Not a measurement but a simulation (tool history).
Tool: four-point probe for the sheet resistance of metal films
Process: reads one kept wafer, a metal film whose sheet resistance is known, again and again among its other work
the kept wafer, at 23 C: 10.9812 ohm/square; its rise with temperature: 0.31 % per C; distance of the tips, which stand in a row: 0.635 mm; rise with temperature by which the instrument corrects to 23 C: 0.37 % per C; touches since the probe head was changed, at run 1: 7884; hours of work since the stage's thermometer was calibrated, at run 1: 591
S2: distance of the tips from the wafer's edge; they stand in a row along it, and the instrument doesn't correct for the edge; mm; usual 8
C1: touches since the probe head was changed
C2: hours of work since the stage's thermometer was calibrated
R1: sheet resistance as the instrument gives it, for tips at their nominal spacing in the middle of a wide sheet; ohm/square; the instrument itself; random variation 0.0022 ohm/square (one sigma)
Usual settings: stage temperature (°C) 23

Run 1, day 0.000: usual settings; C1 7884; C2 591. Result: R1 11.015863 ohm/square.
Run 2, day 0.762: usual settings but stage temperature (°C) 19; C1 8122; C2 603. Result: R1 11.043230 ohm/square.
Run 3, day 1.550: usual settings but stage temperature (°C) 19; C1 8369; C2 614. Result: R1 11.040806 ohm/square.
Run 4, day 2.367: usual settings but stage temperature (°C) 19; C1 8623; C2 626. Result: R1 11.042320 ohm/square.
Run 5, day 3.196: usual settings but stage temperature (°C) 19; C1 8882; C2 638. Result: R1 11.052052 ohm/square.
Run 6, day 4.246: usual settings but stage temperature (°C) 19; C1 9210; C2 654. Result: R1 11.043071 ohm/square.
Run 7, day 4.904: usual settings but stage temperature (°C) 25, S2 4 mm; C1 9415; C2 664. Result: R1 11.112833 ohm/square.
Run 8, day 5.750: usual settings but stage temperature (°C) 33, S2 12 mm; C1 9679; C2 676. Result: R1 10.934113 ohm/square.
Run 9, day 6.500: usual settings but stage temperature (°C) 18, S2 46 mm; C1 9913; C2 687. Result: R1 11.021045 ohm/square.
Run 10, day 7.462: usual settings; C1 10214; C2 701. Result: R1 11.019037 ohm/square.

Forecast each of these 4 alternatives for the next run:
Run A, day 8.050: usual settings but stage temperature (°C) 30, S2 10 mm; C1 10397; C2 710. Result: R1 ?.
Run B, day 8.050: usual settings but stage temperature (°C) 18, S2 37 mm; C1 10397; C2 710. Result: R1 ?.
Run C, day 8.050: usual settings but stage temperature (°C) 33, S2 9 mm; C1 10397; C2 710. Result: R1 ?.
Run D, day 8.050: usual settings but stage temperature (°C) 30, S2 11 mm; C1 10397; C2 710. Result: R1 ?.

run         R1
  A  10.963354
  B  11.018035
  C  10.949158
  D  10.955348
Without the tool's hidden state the same runs would have given:
run         R1
  A  10.963047
  B  11.017727
  C  10.948852
  D  10.955041
